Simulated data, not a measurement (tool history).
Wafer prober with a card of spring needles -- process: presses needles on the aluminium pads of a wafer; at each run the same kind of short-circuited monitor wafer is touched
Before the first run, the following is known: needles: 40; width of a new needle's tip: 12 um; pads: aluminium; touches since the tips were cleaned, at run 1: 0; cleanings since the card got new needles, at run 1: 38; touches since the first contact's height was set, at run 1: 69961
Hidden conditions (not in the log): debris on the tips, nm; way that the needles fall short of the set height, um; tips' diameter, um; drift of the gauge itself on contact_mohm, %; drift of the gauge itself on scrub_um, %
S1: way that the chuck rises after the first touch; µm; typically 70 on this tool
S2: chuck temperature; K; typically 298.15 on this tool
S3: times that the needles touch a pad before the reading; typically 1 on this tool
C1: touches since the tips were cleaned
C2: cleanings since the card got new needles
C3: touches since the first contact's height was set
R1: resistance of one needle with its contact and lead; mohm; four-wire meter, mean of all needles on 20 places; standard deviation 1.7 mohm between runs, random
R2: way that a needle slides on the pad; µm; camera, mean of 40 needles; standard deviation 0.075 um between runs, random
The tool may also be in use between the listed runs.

Run 1, hour 0.0: usual settings; C1 0; C2 38; C3 69961. Result: R1 164 mohm, R2 15.50 µm.
At hour 3.8: tips cleaned on abrasive film.
At hour 6.9: tips cleaned on abrasive film.
At hour 10.7: tips cleaned on abrasive film.
At hour 14.5: tips cleaned on abrasive film.
At hour 17.6: tips cleaned on abrasive film.
At hour 21.4: tips cleaned on abrasive film.
Run 2, hour 22.0: usual settings; C1 302; C2 44; C3 81284. Result: R1 166 mohm, R2 15.49 µm.
At hour 25.0: tips cleaned on abrasive film.
At hour 28.9: tips cleaned on abrasive film.
At hour 32.7: tips cleaned on abrasive film.
At hour 35.7: tips cleaned on abrasive film.
At hour 39.6: tips cleaned on abrasive film.
At hour 43.4: tips cleaned on abrasive film.
Run 3, hour 43.6: usual settings; C1 125; C2 50; C3 92431. Result: R1 163 mohm, R2 15.53 µm.
At hour 46.7: tips cleaned on abrasive film.
At hour 49.7: tips cleaned on abrasive film.
At hour 53.6: tips cleaned on abrasive film.
At hour 57.4: tips cleaned on abrasive film.
Run 4, hour 59.4: usual settings; C1 1067; C2 54; C3 100582. Result: R1 167 mohm, R2 15.57 µm.
At hour 61.0: tips cleaned on abrasive film.
At hour 64.8: tips cleaned on abrasive film.
At hour 68.6: tips cleaned on abrasive film.
At hour 71.7: tips cleaned on abrasive film.
Run 5, hour 73.0: usual settings; C1 686; C2 58; C3 107566. Result: R1 168 mohm, R2 15.53 µm.
At hour 75.3: tips cleaned on abrasive film.
At hour 78.4: tips cleaned on abrasive film.
At hour 82.2: tips cleaned on abrasive film.
Run 6, hour 83.9: usual settings; C1 881; C2 61; C3 113171. Result: R1 166 mohm, R2 15.35 µm.
At hour 85.4: tips cleaned on abrasive film.
At hour 88.5: tips cleaned on abrasive film.
At hour 92.3: tips cleaned on abrasive film.
At hour 95.4: tips cleaned on abrasive film.
At hour 98.7: tips cleaned on abrasive film.
Run 7, hour 98.7: usual settings; C1 0; C2 66; C3 120792. Result: R1 166 mohm, R2 15.57 µm.
At hour 102.5: tips cleaned on abrasive film.
At hour 105.6: tips cleaned on abrasive film.
At hour 109.4: tips cleaned on abrasive film.
At hour 112.5: tips cleaned on abrasive film.
At hour 115.6: tips cleaned on abrasive film.
Run 8, hour 115.6: usual settings; C1 0; C2 71; C3 129469. Result: R1 163 mohm, R2 15.53 µm.
At hour 118.7: tips cleaned on abrasive film.
At hour 122.5: tips cleaned on abrasive film.
At hour 126.3: tips cleaned on abrasive film.
At hour 130.1: tips cleaned on abrasive film.
At hour 133.2: tips cleaned on abrasive film.
At hour 137.0: tips cleaned on abrasive film.
Run 9, hour 138.9: usual settings; C1 1014; C2 77; C3 141505. Result: R1 166 mohm, R2 15.44 µm.
At hour 140.5: tips cleaned on abrasive film.
At hour 144.3: tips cleaned on abrasive film.
At hour 148.1: tips cleaned on abrasive film.
At hour 148.4: height of the first contact set anew.
At hour 151.5: tips cleaned on abrasive film.
At hour 155.3: tips cleaned on abrasive film.
Run 10, hour 156.8: usual settings but S2 308.15 K; C1 760; C2 82; C3 4303. Result: R1 166 mohm, R2 15.17 µm.
At hour 159.1: tips cleaned on abrasive film.
At hour 162.9: tips cleaned on abrasive film.
At hour 166.7: tips cleaned on abrasive film.
At hour 170.0: tips cleaned on abrasive film.
Run 11, hour 170.0: usual settings; C1 0; C2 86; C3 11116. Result: R1 166 mohm, R2 15.35 µm.
At hour 173.1: tips cleaned on abrasive film.
At hour 176.2: tips cleaned on abrasive film.
At hour 179.2: tips cleaned on abrasive film.
At hour 182.9: tips cleaned on abrasive film.
Run 12, hour 182.9: usual settings; C1 0; C2 90; C3 17703. Result: R1 166 mohm, R2 15.52 µm.
At hour 186.7: tips cleaned on abrasive film.
At hour 190.5: tips cleaned on abrasive film.
At hour 193.6: tips cleaned on abrasive film.
Run 13, hour 195.1: usual settings; C1 796; C2 93; C3 24010. Result: R1 164 mohm, R2 15.40 µm.
At hour 197.3: tips cleaned on abrasive film.
At hour 201.2: tips cleaned on abrasive film.
At hour 205.0: tips cleaned on abrasive film.
At hour 208.8: tips cleaned on abrasive film.
At hour 212.6: tips cleaned on abrasive film.
At hour 215.7: tips cleaned on abrasive film.
Run 14, hour 218.5: usual settings but S1 84 µm, S3 3; C1 1474; C2 99; C3 36092. Result: R1 164 mohm, R2 18.41 µm.
At hour 219.3: tips cleaned on abrasive film.
At hour 222.4: tips cleaned on abrasive film.
At hour 225.4: tips cleaned on abrasive film.
At hour 229.3: tips cleaned on abrasive film.
At hour 233.1: tips cleaned on abrasive film.
At hour 236.1: tips cleaned on abrasive film.
At hour 239.7: tips cleaned on abrasive film.
Run 15, hour 239.7: usual settings but S1 84 µm, S3 3; C1 0; C2 106; C3 46970. Result: R1 166 mohm, R2 18.27 µm.
At hour 243.5: tips cleaned on abrasive film.
At hour 246.6: tips cleaned on abrasive film.
At hour 250.4: tips cleaned on abrasive film.
At hour 254.2: tips cleaned on abrasive film.
At hour 258.0: tips cleaned on abrasive film.
Run 16, hour 260.0: usual settings but S1 79 µm, S3 2; C1 1046; C2 111; C3 57463. Result: R1 164 mohm, R2 17.21 µm.
At hour 261.6: tips cleaned on abrasive film.
At hour 264.6: tips cleaned on abrasive film.
At hour 268.5: tips cleaned on abrasive film.
At hour 272.3: tips cleaned on abrasive film.
At hour 276.1: tips cleaned on abrasive film.
At hour 279.7: tips cleaned on abrasive film.
Run 17, hour 279.7: usual settings but S1 84 µm, S3 3; C1 0; C2 117; C3 67610. Result: R1 160 mohm, R2 18.29 µm.
At hour 283.6: tips cleaned on abrasive film.
At hour 286.6: tips cleaned on abrasive film.
At hour 290.4: tips cleaned on abrasive film.
At hour 293.5: tips cleaned on abrasive film.
At hour 297.3: tips cleaned on abrasive film.
Run 18, hour 298.3: usual settings but S1 50 µm, S2 346.15 K, S3 2; C1 532; C2 122; C3 77195. Result: R1 181 mohm, R2 10.82 µm.

Alternative continuations, all from the tool just after run 18; predict every row:
At hour 300.7: tips cleaned on abrasive film.
At hour 304.5: tips cleaned on abrasive film.
At hour 308.3: tips cleaned on abrasive film.
At hour 312.1: tips cleaned on abrasive film.
At hour 315.9: tips cleaned on abrasive film.
At hour 319.7: tips cleaned on abrasive film.
Run A, hour 321.6: usual settings but S1 80 µm, S3 2; C1 965; C2 128; C3 89182. Result: R1 ?, R2 ?.
At hour 300.7: tips cleaned on abrasive film.
At hour 304.5: tips cleaned on abrasive film.
At hour 308.3: tips cleaned on abrasive film.
At hour 312.1: tips cleaned on abrasive film.
At hour 315.9: tips cleaned on abrasive film.
At hour 319.7: tips cleaned on abrasive film.
Run B, hour 321.6: usual settings but S1 53 µm, S2 372.15 K; C1 965; C2 128; C3 89182. Result: R1 ?, R2 ?.
At hour 300.7: tips cleaned on abrasive film.
At hour 304.5: tips cleaned on abrasive film.
At hour 308.3: tips cleaned on abrasive film.
At hour 312.1: tips cleaned on abrasive film.
At hour 315.9: tips cleaned on abrasive film.
At hour 319.7: tips cleaned on abrasive film.
Run C, hour 321.6: usual settings but S2 336.15 K, S3 3; C1 965; C2 128; C3 89182. Result: R1 ?, R2 ?.
At hour 300.7: tips cleaned on abrasive film.
At hour 304.5: tips cleaned on abrasive film.
At hour 308.3: tips cleaned on abrasive film.
At hour 312.1: tips cleaned on abrasive film.
At hour 315.9: tips cleaned on abrasive film.
At hour 319.7: tips cleaned on abrasive film.
Run D, hour 321.6: usual settings but S1 54 µm, S3 2; C1 965; C2 128; C3 89182. Result: R1 ?, R2 ?.

run   R1     R2
  A  161  17.41
  B  186  11.52
  C  173  15.21
  D  169  11.88
Take away the tool's hidden state, keep each run's random variation, and the runs would have read:
run   R1     R2
  A  161  17.74
  B  185  11.74
  C  173  15.50
  D  169  12.11
